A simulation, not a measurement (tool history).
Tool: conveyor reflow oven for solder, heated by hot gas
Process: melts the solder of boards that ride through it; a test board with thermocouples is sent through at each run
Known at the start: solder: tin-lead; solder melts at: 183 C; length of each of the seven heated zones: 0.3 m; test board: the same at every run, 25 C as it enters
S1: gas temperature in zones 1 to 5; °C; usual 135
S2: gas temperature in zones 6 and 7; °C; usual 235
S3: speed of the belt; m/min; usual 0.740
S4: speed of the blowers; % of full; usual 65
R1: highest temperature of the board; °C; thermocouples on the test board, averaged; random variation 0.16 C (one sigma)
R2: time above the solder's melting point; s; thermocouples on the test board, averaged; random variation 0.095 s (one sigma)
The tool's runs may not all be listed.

run 1 hour=0.0 | S1=135 S2=235 S3=0.740 S4=65 | R1=217.6 R2=35.86
run 2 hour=79.5 | S1=135 S2=235 S3=0.740 S4=88 | R1=221.3 R2=38.08
run 3 hour=162.2 | S1=135 S2=235 S3=0.740 S4=65 | R1=217.2 R2=35.70
-- hour=216.3 flux residue cleaned out of gas plates and filters
run 4 hour=246.7 | S1=135 S2=235 S3=0.740 S4=65 | R1=217.6 R2=35.78
run 5 hour=333.1 | S1=135 S2=235 S3=0.740 S4=65 | R1=217.4 R2=35.81
run 6 hour=417.9 | S1=135 S2=235 S3=0.740 S4=65 | R1=217.5 R2=35.83
run 7 hour=463.8 | S1=146 S2=235 S3=0.740 S4=65 | R1=219.4 R2=39.38
run 8 hour=529.2 | S1=135 S2=246 S3=0.740 S4=65 | R1=227.1 R2=39.87
-- hour=535.4 thermocouples of zones 6 and 7 changed
-- hour=547.7 flux residue cleaned out of gas plates and filters
run 9 hour=613.2 | S1=135 S2=246 S3=0.740 S4=65 | R1=227.2 R2=39.80
run 10 hour=660.8 | S1=135 S2=246 S3=0.740 S4=65 | R1=227.3 R2=40.07
run 11 hour=733.5 | S1=135 S2=237 S3=0.740 S4=65 | R1=219.0 R2=36.75
run 12 hour=806.8 | S1=135 S2=237 S3=0.740 S4=65 | R1=219.6 R2=36.52
-- hour=871.7 flux residue cleaned out of gas plates and filters
run 13 hour=871.7 | S1=129 S2=248 S3=0.740 S4=65 | R1=227.8 R2=39.14
run 14 hour=939.9 | S1=129 S2=248 S3=0.740 S4=65 | R1=227.9 R2=38.99
-- hour=1001.7 belt drive overhauled, speed set with a stopwatch
run 15 hour=1017.4 | S1=135 S2=247 S3=0.740 S4=65 | R1=228.2 R2=40.10
run 16 hour=1060.7 | S1=138 S2=248 S3=0.725 S4=86 | R1=233.9 R2=43.80
run 17 hour=1138.5 | S1=135 S2=232 S3=0.740 S4=75 | R1=216.8 R2=35.68
run 18 hour=1186.7 | S1=135 S2=228 S3=0.740 S4=70 | R1=212.5 R2=33.34
-- hour=1199.7 flux residue cleaned out of gas plates and filters
run 19 hour=1232.0 | S1=135 S2=244 S3=0.625 S4=88 | R1=234.2 R2=50.61
run 20 hour=1316.5 | S1=135 S2=235 S3=0.840 S4=65 | R1=212.8 R2=29.03
-- hour=1350.4 thermocouples of zones 6 and 7 changed
run 21 hour=1366.6 | S1=146 S2=223 S3=0.718 S4=67 | R1=210.4 R2=36.20
run 22 hour=1417.6 | S1=135 S2=237 S3=0.740 S4=63 | R1=218.7 R2=36.40
run 23 hour=1485.2 | S1=149 S2=239 S3=0.825 S4=60 | R1=218.9 R2=35.28

Forecast each of these 5 alternatives for the next run:
-- hour=1525.5 flux residue cleaned out of gas plates and filters
run A hour=1577.0 | S1=135 S2=235 S3=0.664 S4=65 | R1=? R2=?
-- hour=1525.5 flux residue cleaned out of gas plates and filters
run B hour=1577.0 | S1=135 S2=235 S3=0.802 S4=65 | R1=? R2=?
-- hour=1525.5 flux residue cleaned out of gas plates and filters
run C hour=1577.0 | S1=135 S2=235 S3=0.779 S4=65 | R1=? R2=?
-- hour=1525.5 flux residue cleaned out of gas plates and filters
run D hour=1577.0 | S1=135 S2=223 S3=0.642 S4=50 | R1=? R2=?
-- hour=1525.5 flux residue cleaned out of gas plates and filters
run E hour=1577.0 | S1=149 S2=248 S3=0.687 S4=86 | R1=? R2=?

run=A R1=221.3 R2=42.15
run=B R1=214.7 R2=31.37
run=C R1=215.8 R2=32.91
run=D R1=208.5 R2=35.67
run=E R1=236.7 R2=49.59
Without the tool's hidden state the same runs would have given:
run=A R1=221.3 R2=42.14
run=B R1=214.7 R2=31.36
run=C R1=215.8 R2=32.90
run=D R1=208.5 R2=35.66
run=E R1=236.7 R2=49.58
